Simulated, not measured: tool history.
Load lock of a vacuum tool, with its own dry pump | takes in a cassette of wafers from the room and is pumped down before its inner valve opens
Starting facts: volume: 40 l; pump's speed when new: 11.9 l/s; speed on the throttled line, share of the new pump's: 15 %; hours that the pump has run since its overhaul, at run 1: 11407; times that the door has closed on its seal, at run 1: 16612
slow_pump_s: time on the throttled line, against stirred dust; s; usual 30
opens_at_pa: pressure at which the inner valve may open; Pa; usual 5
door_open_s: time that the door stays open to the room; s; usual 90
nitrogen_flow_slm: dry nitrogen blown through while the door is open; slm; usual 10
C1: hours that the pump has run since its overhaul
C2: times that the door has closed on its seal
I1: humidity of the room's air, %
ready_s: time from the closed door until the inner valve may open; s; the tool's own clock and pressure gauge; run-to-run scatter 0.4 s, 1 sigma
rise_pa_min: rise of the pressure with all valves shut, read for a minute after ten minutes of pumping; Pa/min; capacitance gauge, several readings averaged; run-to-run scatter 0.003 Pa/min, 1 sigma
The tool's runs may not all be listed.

{"run": 1, "day": 0.0, "slow_pump_s": 30, "opens_at_pa": 5, "door_open_s": 90, "nitrogen_flow_slm": 10, "C1": 11407, "C2": 16612, "I1": 46.2, "ready_s": 59, "rise_pa_min": 0.038}
{"run": 2, "day": 7.717, "slow_pump_s": 30, "opens_at_pa": 5, "door_open_s": 90, "nitrogen_flow_slm": 10, "C1": 11592, "C2": 17527, "I1": 43.1, "ready_s": 58.4, "rise_pa_min": 0.042}
{"run": 3, "day": 21.108, "slow_pump_s": 30, "opens_at_pa": 5, "door_open_s": 90, "nitrogen_flow_slm": 10, "C1": 11914, "C2": 19114, "I1": 45.7, "ready_s": 59.5, "rise_pa_min": 0.038}
{"day": 33.429, "done": "door's seal changed, seat wiped"}
{"run": 4, "day": 34.504, "slow_pump_s": 30, "opens_at_pa": 5, "door_open_s": 90, "nitrogen_flow_slm": 11, "C1": 12234, "C2": 127, "I1": 43.9, "ready_s": 59.8, "rise_pa_min": 0.035}
{"run": 5, "day": 48.275, "slow_pump_s": 30, "opens_at_pa": 5, "door_open_s": 90, "nitrogen_flow_slm": 11, "C1": 12564, "C2": 1759, "I1": 42.8, "ready_s": 59, "rise_pa_min": 0.039}
{"run": 6, "day": 55.933, "slow_pump_s": 30, "opens_at_pa": 5, "door_open_s": 90, "nitrogen_flow_slm": 11, "C1": 12748, "C2": 2667, "I1": 45.7, "ready_s": 58.9, "rise_pa_min": 0.04}
{"run": 7, "day": 65.025, "slow_pump_s": 30, "opens_at_pa": 5, "door_open_s": 90, "nitrogen_flow_slm": 9, "C1": 12966, "C2": 3744, "I1": 45, "ready_s": 59.1, "rise_pa_min": 0.036}
{"run": 8, "day": 77.825, "slow_pump_s": 30, "opens_at_pa": 5, "door_open_s": 90, "nitrogen_flow_slm": 9, "C1": 13274, "C2": 5261, "I1": 42.1, "ready_s": 58.8, "rise_pa_min": 0.041}
{"run": 9, "day": 88.042, "slow_pump_s": 30, "opens_at_pa": 5, "door_open_s": 90, "nitrogen_flow_slm": 10, "C1": 13519, "C2": 6472, "I1": 47.9, "ready_s": 59.1, "rise_pa_min": 0.046}
{"run": 10, "day": 98.325, "slow_pump_s": 30, "opens_at_pa": 5, "door_open_s": 90, "nitrogen_flow_slm": 10, "C1": 13766, "C2": 7690, "I1": 44.1, "ready_s": 59.3, "rise_pa_min": 0.038}
{"run": 11, "day": 108.271, "slow_pump_s": 16, "opens_at_pa": 5, "door_open_s": 90, "nitrogen_flow_slm": 10, "C1": 14004, "C2": 8869, "I1": 45.2, "ready_s": 47.7, "rise_pa_min": 0.039}
{"run": 12, "day": 116.871, "slow_pump_s": 30, "opens_at_pa": 5, "door_open_s": 90, "nitrogen_flow_slm": 11, "C1": 14211, "C2": 9888, "I1": 45.1, "ready_s": 59.5, "rise_pa_min": 0.042}
{"run": 13, "day": 127.175, "slow_pump_s": 30, "opens_at_pa": 5, "door_open_s": 161, "nitrogen_flow_slm": 10, "C1": 14458, "C2": 11110, "I1": 45, "ready_s": 59.7, "rise_pa_min": 0.05}
{"run": 14, "day": 135.967, "slow_pump_s": 30, "opens_at_pa": 5, "door_open_s": 143, "nitrogen_flow_slm": 10, "C1": 14669, "C2": 12152, "I1": 42.6, "ready_s": 58.9, "rise_pa_min": 0.049}
{"run": 15, "day": 147.55, "slow_pump_s": 30, "opens_at_pa": 5, "door_open_s": 143, "nitrogen_flow_slm": 10, "C1": 14947, "C2": 13524, "I1": 44.7, "ready_s": 59.6, "rise_pa_min": 0.048}
{"run": 16, "day": 162.158, "slow_pump_s": 30, "opens_at_pa": 5, "door_open_s": 143, "nitrogen_flow_slm": 10, "C1": 15298, "C2": 15255, "I1": 46.9, "ready_s": 59.1, "rise_pa_min": 0.05}
{"run": 17, "day": 168.862, "slow_pump_s": 33, "opens_at_pa": 5, "door_open_s": 90, "nitrogen_flow_slm": 10, "C1": 15458, "C2": 16050, "I1": 44.6, "ready_s": 62, "rise_pa_min": 0.04}
{"run": 18, "day": 175.142, "slow_pump_s": 33, "opens_at_pa": 5, "door_open_s": 90, "nitrogen_flow_slm": 10, "C1": 15609, "C2": 16794, "I1": 44.3, "ready_s": 62, "rise_pa_min": 0.039}
{"run": 19, "day": 183.283, "slow_pump_s": 53, "opens_at_pa": 9, "door_open_s": 63, "nitrogen_flow_slm": 15, "C1": 15805, "C2": 17759, "I1": 47, "ready_s": 75.9, "rise_pa_min": 0.034}
{"run": 20, "day": 192.658, "slow_pump_s": 53, "opens_at_pa": 9, "door_open_s": 63, "nitrogen_flow_slm": 15, "C1": 16030, "C2": 18870, "I1": 46.1, "ready_s": 76.5, "rise_pa_min": 0.032}
{"run": 21, "day": 206.246, "slow_pump_s": 21, "opens_at_pa": 7, "door_open_s": 60, "nitrogen_flow_slm": 39, "C1": 16356, "C2": 20481, "I1": 42.8, "ready_s": 50.6, "rise_pa_min": 0.024}
{"day": 207.233, "done": "door's seal changed, seat wiped"}
{"run": 22, "day": 221.508, "slow_pump_s": 21, "opens_at_pa": 7, "door_open_s": 41, "nitrogen_flow_slm": 16, "C1": 16720, "C2": 1692, "I1": 45.6, "ready_s": 50.1, "rise_pa_min": 0.022}
{"run": 23, "day": 236.779, "slow_pump_s": 30, "opens_at_pa": 5, "door_open_s": 90, "nitrogen_flow_slm": 29, "C1": 17087, "C2": 3502, "I1": 43, "ready_s": 59.2, "rise_pa_min": 0.024}
{"run": 24, "day": 251.767, "slow_pump_s": 17, "opens_at_pa": 7, "door_open_s": 90, "nitrogen_flow_slm": 32, "C1": 17447, "C2": 5278, "I1": 44.6, "ready_s": 46.6, "rise_pa_min": 0.024}

Run 25, settings as shown, results not yet in. Your forecast:
{"run": 25, "day": 266.217, "slow_pump_s": 17, "opens_at_pa": 7, "door_open_s": 61, "nitrogen_flow_slm": 23, "C1": 17793, "C2": 6990, "I1": 46, "ready_s": "?", "rise_pa_min": "?"}

Run 25 yielded ready_s 47.1 s, rise_pa_min 0.024 Pa/min.
With no hidden state in the tool, this same run would have given ready_s 47.1 s, rise_pa_min 0.024 Pa/min.

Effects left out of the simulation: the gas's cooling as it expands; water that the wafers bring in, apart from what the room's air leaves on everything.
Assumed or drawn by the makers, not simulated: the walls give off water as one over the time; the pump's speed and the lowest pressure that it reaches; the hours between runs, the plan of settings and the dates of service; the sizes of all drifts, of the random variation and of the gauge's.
